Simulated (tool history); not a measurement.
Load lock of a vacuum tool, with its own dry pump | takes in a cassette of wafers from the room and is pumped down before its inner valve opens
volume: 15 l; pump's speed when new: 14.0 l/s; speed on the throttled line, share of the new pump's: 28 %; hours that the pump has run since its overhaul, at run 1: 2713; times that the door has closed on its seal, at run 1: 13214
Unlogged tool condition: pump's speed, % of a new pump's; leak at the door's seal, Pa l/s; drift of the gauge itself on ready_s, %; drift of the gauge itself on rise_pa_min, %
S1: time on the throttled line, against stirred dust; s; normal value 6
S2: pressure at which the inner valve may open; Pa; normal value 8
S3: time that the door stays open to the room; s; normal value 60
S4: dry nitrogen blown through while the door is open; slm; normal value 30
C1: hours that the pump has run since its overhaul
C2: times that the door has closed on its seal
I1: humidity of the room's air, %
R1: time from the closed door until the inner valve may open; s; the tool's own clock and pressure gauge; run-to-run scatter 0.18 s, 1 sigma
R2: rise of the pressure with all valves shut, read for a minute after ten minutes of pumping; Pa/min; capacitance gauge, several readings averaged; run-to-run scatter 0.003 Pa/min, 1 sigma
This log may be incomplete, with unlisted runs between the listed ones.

Run 1, hour 0: usual settings; C1 2713; C2 13214; I1 41.1. Result: R1 14.9 s, R2 0.072 Pa/min.
Run 2, hour 204.4: usual settings but S3 28 s; C1 2917; C2 13712; I1 40.7. Result: R1 14.7 s, R2 0.065 Pa/min.
Run 3, hour 331: usual settings but S3 28 s; C1 3044; C2 14021; I1 46.3. Result: R1 15 s, R2 0.072 Pa/min.
Run 4, hour 451.2: usual settings but S4 5 slm; C1 3164; C2 14314; I1 47.4. Result: R1 14.8 s, R2 0.114 Pa/min.
Run 5, hour 656.3: usual settings but S1 4 s, S4 5 slm; C1 3369; C2 14814; I1 45.4. Result: R1 13.9 s, R2 0.116 Pa/min.
Run 6, hour 910.6: usual settings but S1 4 s, S4 5 slm; C1 3623; C2 15434; I1 44.6. Result: R1 13.5 s, R2 0.115 Pa/min.
Run 7, hour 1195.5: usual settings but S1 4 s, S4 5 slm; C1 3908; C2 16129; I1 40.5. Result: R1 13.4 s, R2 0.112 Pa/min.
Run 8, hour 1480.9: usual settings but S1 4 s, S2 15 Pa, S4 5 slm; C1 4194; C2 16825; I1 49.9. Result: R1 12.8 s, R2 0.127 Pa/min.
Run 9, hour 1688.1: usual settings but S1 4 s, S2 15 Pa, S4 5 slm; C1 4401; C2 17330; I1 47.7. Result: R1 12.7 s, R2 0.131 Pa/min.
Run 10, hour 1898.1: usual settings but S1 4 s, S2 15 Pa, S4 5 slm; C1 4611; C2 17842; I1 42.3. Result: R1 12.6 s, R2 0.126 Pa/min.
Run 11, hour 2053.4: usual settings but S1 4 s, S2 15 Pa, S4 5 slm; C1 4766; C2 18221; I1 43.8. Result: R1 12.7 s, R2 0.128 Pa/min.
Run 12, hour 2256.5: usual settings but S1 4 s, S2 14 Pa, S4 24 slm; C1 4969; C2 18716; I1 43.2. Result: R1 12.8 s, R2 0.103 Pa/min.
Run 13, hour 2507.4: usual settings but S1 4 s, S2 14 Pa, S4 24 slm; C1 5220; C2 19328; I1 43.2. Result: R1 13 s, R2 0.11 Pa/min.
Run 14, hour 2762.4: usual settings but S1 5 s, S2 14 Pa, S3 80 s, S4 9 slm; C1 5475; C2 19949; I1 45. Result: R1 13.4 s, R2 0.14 Pa/min.
Run 15, hour 2971.4: usual settings but S1 8 s, S2 10 Pa, S4 18 slm; C1 5684; C2 20459; I1 46.1. Result: R1 16 s, R2 0.117 Pa/min.
Run 16, hour 3256.7: usual settings but S1 8 s, S2 10 Pa, S4 18 slm; C1 5969; C2 21154; I1 44.2. Result: R1 16.4 s, R2 0.125 Pa/min.
Run 17, hour 3448: usual settings but S1 7 s; C1 6161; C2 21621; I1 43.2. Result: R1 15.6 s, R2 0.109 Pa/min.
Run 18, hour 3632.3: usual settings but S1 7 s, S2 9 Pa; C1 6345; C2 22070; I1 44.6. Result: R1 15.7 s, R2 0.116 Pa/min.
Run 19, hour 3860.6: usual settings but S1 7 s, S2 9 Pa; C1 6573; C2 22627; I1 42.7. Result: R1 15.6 s, R2 0.119 Pa/min.
Run 20, hour 4086.8: usual settings but S2 9 Pa, S3 39 s, S4 36 slm; C1 6799; C2 23178; I1 44.7. Result: R1 14.7 s, R2 0.115 Pa/min.
Run 21, hour 4204: usual settings but S2 11 Pa, S4 11 slm; C1 6917; C2 23464; I1 45.6. Result: R1 14.6 s, R2 0.141 Pa/min.
Run 22, hour 4489.5: usual settings but S2 11 Pa, S4 11 slm; C1 7202; C2 24160; I1 44.4. Result: R1 14.7 s, R2 0.147 Pa/min.

Each row is a separate what-if for the run after 22, all from the same tool condition, not one after another. Results?
Run A, hour 4609.4: usual settings but S2 11 Pa, S3 236 s, S4 11 slm; C1 7322; C2 24453; I1 46.5. Result: R1 ?, R2 ?.
Run B, hour 4609.4: usual settings but S2 12 Pa; C1 7322; C2 24453; I1 48.2. Result: R1 ?, R2 ?.
Run C, hour 4609.4: usual settings but S4 14 slm; C1 7322; C2 24453; I1 46.3. Result: R1 ?, R2 ?.

run    R1     R2
  A  14.9  0.207
  B  14.8  0.129
  C  15.1  0.145
Had the tool no hidden state, the same runs would have come out as:
run    R1     R2
  A  14.4  0.105
  B  14.2  0.028
  C  14.4  0.044
